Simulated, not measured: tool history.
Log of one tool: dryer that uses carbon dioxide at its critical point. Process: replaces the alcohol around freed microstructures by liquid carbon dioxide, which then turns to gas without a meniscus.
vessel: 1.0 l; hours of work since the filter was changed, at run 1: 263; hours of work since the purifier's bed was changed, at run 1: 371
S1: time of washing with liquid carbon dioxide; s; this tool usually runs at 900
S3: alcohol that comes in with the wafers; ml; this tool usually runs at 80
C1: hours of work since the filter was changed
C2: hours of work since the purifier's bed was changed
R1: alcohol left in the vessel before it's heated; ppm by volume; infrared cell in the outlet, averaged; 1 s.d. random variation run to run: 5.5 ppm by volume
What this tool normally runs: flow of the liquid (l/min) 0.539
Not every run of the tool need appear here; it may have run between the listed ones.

run 1 hour=0.0 | S1=900 flow_of_the_liquid_(l/min)=0.539 S3=80 | C1=263 C2=371 | R1=327
run 2 hour=23.8 | S1=900 flow_of_the_liquid_(l/min)=0.539 S3=80 | C1=276 C2=384 | R1=326
run 3 hour=34.6 | S1=900 flow_of_the_liquid_(l/min)=0.539 S3=27 | C1=281 C2=390 | R1=162
run 4 hour=51.6 | S1=900 flow_of_the_liquid_(l/min)=0.539 S3=27 | C1=290 C2=399 | R1=168
run 5 hour=77.0 | S1=900 flow_of_the_liquid_(l/min)=0.539 S3=27 | C1=304 C2=412 | R1=160
run 6 hour=90.3 | S1=900 flow_of_the_liquid_(l/min)=0.539 S3=27 | C1=311 C2=419 | R1=164
run 7 hour=101.8 | S1=900 flow_of_the_liquid_(l/min)=0.539 S3=27 | C1=317 C2=426 | R1=178
run 8 hour=118.3 | S1=900 flow_of_the_liquid_(l/min)=0.539 S3=27 | C1=326 C2=434 | R1=189
run 9 hour=131.6 | S1=900 flow_of_the_liquid_(l/min)=0.539 S3=80 | C1=333 C2=441 | R1=385
run 10 hour=153.0 | S1=900 flow_of_the_liquid_(l/min)=0.539 S3=80 | C1=344 C2=453 | R1=376
run 11 hour=169.2 | S1=900 flow_of_the_liquid_(l/min)=0.539 S3=80 | C1=353 C2=461 | R1=367
run 12 hour=192.7 | S1=840 flow_of_the_liquid_(l/min)=0.740 S3=24 | C1=366 C2=474 | R1=112
run 13 hour=210.7 | S1=540 flow_of_the_liquid_(l/min)=0.551 S3=53 | C1=375 C2=484 | R1=1742
run 14 hour=232.7 | S1=540 flow_of_the_liquid_(l/min)=0.551 S3=53 | C1=387 C2=495 | R1=1868
run 15 hour=257.4 | S1=900 flow_of_the_liquid_(l/min)=0.383 S3=113 | C1=400 C2=508 | R1=2140
run 16 hour=271.7 | S1=900 flow_of_the_liquid_(l/min)=0.343 S3=115 | C1=408 C2=516 | R1=3230
run 17 hour=292.3 | S1=600 flow_of_the_liquid_(l/min)=0.343 S3=115 | C1=419 C2=527 | R1=10787

Each row is a separate what-if for the run after 17, all from the same tool condition, not one after another. Results?
run A hour=306.9 | S1=840 flow_of_the_liquid_(l/min)=0.617 S3=80 | C1=426 C2=535 | R1=?
run B hour=306.9 | S1=900 flow_of_the_liquid_(l/min)=0.539 S3=61 | C1=426 C2=535 | R1=?
run C hour=306.9 | S1=900 flow_of_the_liquid_(l/min)=0.368 S3=26 | C1=426 C2=535 | R1=?

run=A R1=326
run=B R1=356
run=C R1=692
With the hidden condition removed and each run's random variation left untouched, the same runs would have given:
run=A R1=103
run=B R1=121
run=C R1=346
